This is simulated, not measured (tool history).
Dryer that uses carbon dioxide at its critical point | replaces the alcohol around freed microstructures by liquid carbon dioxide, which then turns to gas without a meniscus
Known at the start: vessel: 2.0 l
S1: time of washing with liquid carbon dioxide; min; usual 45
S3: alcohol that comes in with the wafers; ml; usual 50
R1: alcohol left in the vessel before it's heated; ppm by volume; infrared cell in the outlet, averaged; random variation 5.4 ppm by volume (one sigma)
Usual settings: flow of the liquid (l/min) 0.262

run 1 hour=0.0 | S1=45 flow_of_the_liquid_(l/min)=0.262 S3=50 | R1=163
run 2 hour=14.1 | S1=45 flow_of_the_liquid_(l/min)=0.262 S3=73 | R1=228
run 3 hour=37.6 | S1=45 flow_of_the_liquid_(l/min)=0.262 S3=28 | R1=97
run 4 hour=53.2 | S1=45 flow_of_the_liquid_(l/min)=0.262 S3=28 | R1=91
run 5 hour=67.0 | S1=45 flow_of_the_liquid_(l/min)=0.262 S3=28 | R1=94
run 6 hour=93.9 | S1=45 flow_of_the_liquid_(l/min)=0.262 S3=28 | R1=106
run 7 hour=122.2 | S1=45 flow_of_the_liquid_(l/min)=0.204 S3=50 | R1=562
run 8 hour=133.8 | S1=45 flow_of_the_liquid_(l/min)=0.204 S3=50 | R1=555
run 9 hour=155.0 | S1=45 flow_of_the_liquid_(l/min)=0.262 S3=50 | R1=188
run 10 hour=183.2 | S1=45 flow_of_the_liquid_(l/min)=0.183 S3=50 | R1=866
run 11 hour=209.1 | S1=45 flow_of_the_liquid_(l/min)=0.183 S3=21 | R1=382
run 12 hour=223.9 | S1=45 flow_of_the_liquid_(l/min)=0.183 S3=21 | R1=388
run 13 hour=250.3 | S1=45 flow_of_the_liquid_(l/min)=0.183 S3=21 | R1=386
run 14 hour=262.6 | S1=45 flow_of_the_liquid_(l/min)=0.175 S3=50 | R1=1025
run 15 hour=277.9 | S1=45 flow_of_the_liquid_(l/min)=0.262 S3=50 | R1=202
run 16 hour=295.6 | S1=45 flow_of_the_liquid_(l/min)=0.262 S3=50 | R1=200
run 17 hour=309.3 | S1=45 flow_of_the_liquid_(l/min)=0.262 S3=50 | R1=200
run 18 hour=325.3 | S1=45 flow_of_the_liquid_(l/min)=0.229 S3=50 | R1=378
run 19 hour=349.9 | S1=64 flow_of_the_liquid_(l/min)=0.262 S3=50 | R1=42
run 20 hour=375.8 | S1=45 flow_of_the_liquid_(l/min)=0.348 S3=50 | R1=61
run 21 hour=401.6 | S1=45 flow_of_the_liquid_(l/min)=0.348 S3=50 | R1=53
run 22 hour=426.8 | S1=45 flow_of_the_liquid_(l/min)=0.348 S3=50 | R1=57
run 23 hour=451.3 | S1=45 flow_of_the_liquid_(l/min)=0.348 S3=50 | R1=51
run 24 hour=477.4 | S1=45 flow_of_the_liquid_(l/min)=0.262 S3=85 | R1=368
run 25 hour=504.5 | S1=45 flow_of_the_liquid_(l/min)=0.262 S3=85 | R1=377
run 26 hour=518.7 | S1=31 flow_of_the_liquid_(l/min)=0.205 S3=44 | R1=1830
run 27 hour=545.9 | S1=59 flow_of_the_liquid_(l/min)=0.305 S3=50 | R1=33
run 28 hour=569.4 | S1=59 flow_of_the_liquid_(l/min)=0.239 S3=109 | R1=215
run 29 hour=596.8 | S1=62 flow_of_the_liquid_(l/min)=0.405 S3=31 | R1=23
run 30 hour=623.9 | S1=65 flow_of_the_liquid_(l/min)=0.179 S3=27 | R1=174
run 31 hour=649.2 | S1=45 flow_of_the_liquid_(l/min)=0.217 S3=50 | R1=552
run 32 hour=660.9 | S1=45 flow_of_the_liquid_(l/min)=0.217 S3=50 | R1=565
run 33 hour=685.6 | S1=45 flow_of_the_liquid_(l/min)=0.217 S3=50 | R1=558
run 34 hour=705.9 | S1=58 flow_of_the_liquid_(l/min)=0.217 S3=37 | R1=171
run 35 hour=731.6 | S1=57 flow_of_the_liquid_(l/min)=0.380 S3=45 | R1=31
-- hour=734.6 inlet filter changed
run 36 hour=757.1 | S1=57 flow_of_the_liquid_(l/min)=0.380 S3=45 | R1=21
run 37 hour=778.3 | S1=48 flow_of_the_liquid_(l/min)=0.262 S3=36 | R1=100
run 38 hour=801.9 | S1=48 flow_of_the_liquid_(l/min)=0.262 S3=36 | R1=103
run 39 hour=822.9 | S1=48 flow_of_the_liquid_(l/min)=0.262 S3=36 | R1=97
run 40 hour=846.2 | S1=59 flow_of_the_liquid_(l/min)=0.262 S3=50 | R1=54
run 41 hour=864.1 | S1=59 flow_of_the_liquid_(l/min)=0.262 S3=50 | R1=60
run 42 hour=880.4 | S1=28 flow_of_the_liquid_(l/min)=0.415 S3=50 | R1=156
run 43 hour=903.4 | S1=36 flow_of_the_liquid_(l/min)=0.359 S3=106 | R1=204
run 44 hour=924.1 | S1=59 flow_of_the_liquid_(l/min)=0.158 S3=117 | R1=1259
run 45 hour=951.3 | S1=41 flow_of_the_liquid_(l/min)=0.207 S3=50 | R1=718

Hidden state or all else? Some run-to-run changes of R1, split into what the settings, what came in and random variation would give without the hidden state, and what is left for the hidden state (with any gauge scatter that isn't in both results):
The hidden state here: flow that reaches the vessel past the clogged filter, %; alcohol in the recycled carbon dioxide, ppm; drift of the gauge itself on alcohol_ppm, %.
Run 25 -> 26: S1 45 -> 31, flow of the liquid (l/min) 0.262 -> 0.205, S3 85 -> 44. R1 +1453 ppm by volume: hidden state +262, all else +1191.
Run 26 -> 27: S1 31 -> 59, flow of the liquid (l/min) 0.205 -> 0.305, S3 44 -> 50. R1 -1797 ppm by volume: hidden state -381, all else -1416.
Run 33 -> 34: S1 45 -> 58, S3 50 -> 37. R1 -387 ppm by volume: hidden state -138, all else -249.
Run 43 -> 44: S1 36 -> 59, flow of the liquid (l/min) 0.359 -> 0.158, S3 106 -> 117. R1 +1055 ppm by volume: hidden state +99, all else +956.
